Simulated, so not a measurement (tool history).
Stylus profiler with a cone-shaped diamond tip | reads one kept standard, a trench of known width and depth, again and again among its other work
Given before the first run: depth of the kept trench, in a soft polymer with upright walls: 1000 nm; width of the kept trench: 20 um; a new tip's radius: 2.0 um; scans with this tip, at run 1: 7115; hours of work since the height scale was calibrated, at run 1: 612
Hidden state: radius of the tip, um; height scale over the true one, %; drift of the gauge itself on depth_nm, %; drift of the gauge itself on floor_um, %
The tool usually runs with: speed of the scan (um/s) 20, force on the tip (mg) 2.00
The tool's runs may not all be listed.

run	hour	speed of the scan (um/s)	force on the tip (mg)	scans with this tip	hours of work since the height scale was calibrated	depth of the trench (nm)	width of the trench's floor (µm)
1	0.0	20	2.00	7115	612	1013.27	16.46
2	15.2	20	2.00	7255	624	1013.09	16.48
3	47.1	20	4.66	7545	649	1022.86	16.49
4	68.8	20	4.66	7744	666	1023.18	16.47
5	84.7	41	2.00	7889	679	1013.02	16.34
6	114.2	35	2.00	8159	702	1012.99	16.42
7	147.4	7	2.00	8462	728	1013.35	16.50
8	165.0	20	2.14	8623	742	1013.88	16.49
9	191.2	20	2.14	8862	762	1013.76	16.52
10	211.4	20	2.14	9046	778	1013.77	16.48
11	233.2	20	2.14	9246	795	1013.40	16.39
12	248.4	20	2.14	9384	807	1013.79	16.50
13	270.3	20	1.24	9585	824	1009.63	16.44
14	286.2	20	3.62	9730	837	1019.59	16.46
15	302.7	20	3.62	9880	850	1019.50	16.45
16	334.8	20	2.00	10174	875	1013.27	16.47

What does the tool deliver on the next run?
17	350.3	20	5.53	10316	887	?	?

Run 17 measured depth of the trench (nm) 1026.23, width of the trench's floor (µm) 16.49.
The same run, on a tool lacking any hidden state, would have yielded depth of the trench (nm) 1026.21, width of the trench's floor (µm) 16.50.

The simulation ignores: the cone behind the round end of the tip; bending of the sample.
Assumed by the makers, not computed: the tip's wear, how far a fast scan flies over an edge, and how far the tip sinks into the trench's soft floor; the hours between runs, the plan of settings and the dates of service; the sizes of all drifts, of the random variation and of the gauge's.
